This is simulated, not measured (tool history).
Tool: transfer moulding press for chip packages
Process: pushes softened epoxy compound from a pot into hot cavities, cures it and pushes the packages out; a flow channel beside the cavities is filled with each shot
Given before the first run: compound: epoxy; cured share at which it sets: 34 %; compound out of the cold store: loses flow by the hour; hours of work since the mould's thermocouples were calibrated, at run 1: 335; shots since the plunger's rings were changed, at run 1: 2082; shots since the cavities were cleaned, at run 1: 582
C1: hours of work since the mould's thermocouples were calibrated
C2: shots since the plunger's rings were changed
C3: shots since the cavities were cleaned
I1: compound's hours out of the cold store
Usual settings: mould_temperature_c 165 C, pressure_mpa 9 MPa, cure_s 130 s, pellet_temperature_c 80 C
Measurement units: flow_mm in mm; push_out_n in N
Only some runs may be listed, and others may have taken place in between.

run 1 hour=0 | mould_temperature_c=165 pressure_mpa=9 cure_s=130 pellet_temperature_c=80 | C1=335 C2=2082 C3=582 | I1=11.8 | flow_mm=607 push_out_n=318
run 2 hour=19.2 | mould_temperature_c=165 pressure_mpa=9 cure_s=130 pellet_temperature_c=80 | C1=344 C2=2220 C3=720 | I1=38.2 | flow_mm=556 push_out_n=316
run 3 hour=34.8 | mould_temperature_c=165 pressure_mpa=9 cure_s=130 pellet_temperature_c=80 | C1=352 C2=2332 C3=832 | I1=20.9 | flow_mm=586 push_out_n=340
-- hour=40.6 cavities cleaned with cleaning compound and waxed
run 4 hour=51.4 | mould_temperature_c=165 pressure_mpa=9 cure_s=130 pellet_temperature_c=80 | C1=359 C2=2441 C3=78 | I1=38.1 | flow_mm=554 push_out_n=232
-- hour=62.4 plunger's sealing rings changed
run 5 hour=71.8 | mould_temperature_c=165 pressure_mpa=9 cure_s=130 pellet_temperature_c=80 | C1=368 C2=68 C3=207 | I1=29.1 | flow_mm=590 push_out_n=263
run 6 hour=95.2 | mould_temperature_c=165 pressure_mpa=9 cure_s=130 pellet_temperature_c=80 | C1=379 C2=236 C3=375 | I1=34.1 | flow_mm=577 push_out_n=287
run 7 hour=111 | mould_temperature_c=165 pressure_mpa=9 cure_s=130 pellet_temperature_c=80 | C1=387 C2=350 C3=489 | I1=42.9 | flow_mm=559 push_out_n=293
run 8 hour=128.3 | mould_temperature_c=160 pressure_mpa=9 cure_s=130 pellet_temperature_c=80 | C1=395 C2=474 C3=613 | I1=21.2 | flow_mm=611 push_out_n=419
run 9 hour=144.7 | mould_temperature_c=160 pressure_mpa=9 cure_s=130 pellet_temperature_c=80 | C1=403 C2=592 C3=731 | I1=20.2 | flow_mm=614 push_out_n=427
-- hour=164.9 cavities cleaned with cleaning compound and waxed
run 10 hour=166.7 | mould_temperature_c=160 pressure_mpa=9 cure_s=130 pellet_temperature_c=80 | C1=413 C2=739 C3=12 | I1=26.8 | flow_mm=600 push_out_n=297
run 11 hour=183 | mould_temperature_c=160 pressure_mpa=9 cure_s=130 pellet_temperature_c=80 | C1=421 C2=857 C3=130 | I1=18.3 | flow_mm=615 push_out_n=337
run 12 hour=198.8 | mould_temperature_c=160 pressure_mpa=9 cure_s=130 pellet_temperature_c=80 | C1=429 C2=970 C3=243 | I1=42.9 | flow_mm=567 push_out_n=336
run 13 hour=209.8 | mould_temperature_c=160 pressure_mpa=9 cure_s=130 pellet_temperature_c=80 | C1=434 C2=1049 C3=322 | I1=42.4 | flow_mm=569 push_out_n=343
run 14 hour=224.5 | mould_temperature_c=158 pressure_mpa=6.87 cure_s=124 pellet_temperature_c=80 | C1=442 C2=1155 C3=428 | I1=41.1 | flow_mm=501 push_out_n=473
run 15 hour=240.6 | mould_temperature_c=158 pressure_mpa=10.72 cure_s=118 pellet_temperature_c=90 | C1=450 C2=1271 C3=544 | I1=15.9 | flow_mm=679 push_out_n=574

For run 16, what comes out?
run 16 hour=253.6 | mould_temperature_c=165 pressure_mpa=9 cure_s=130 pellet_temperature_c=80 | C1=456 C2=1365 C3=638 | I1=30.1 | flow_mm=? push_out_n=?

Run 16 came out at flow_mm 578 mm, push_out_n 313 N.
On a tool with no hidden condition, and with the same random variation, this run would have come out at flow_mm 591 mm, push_out_n 234 N.
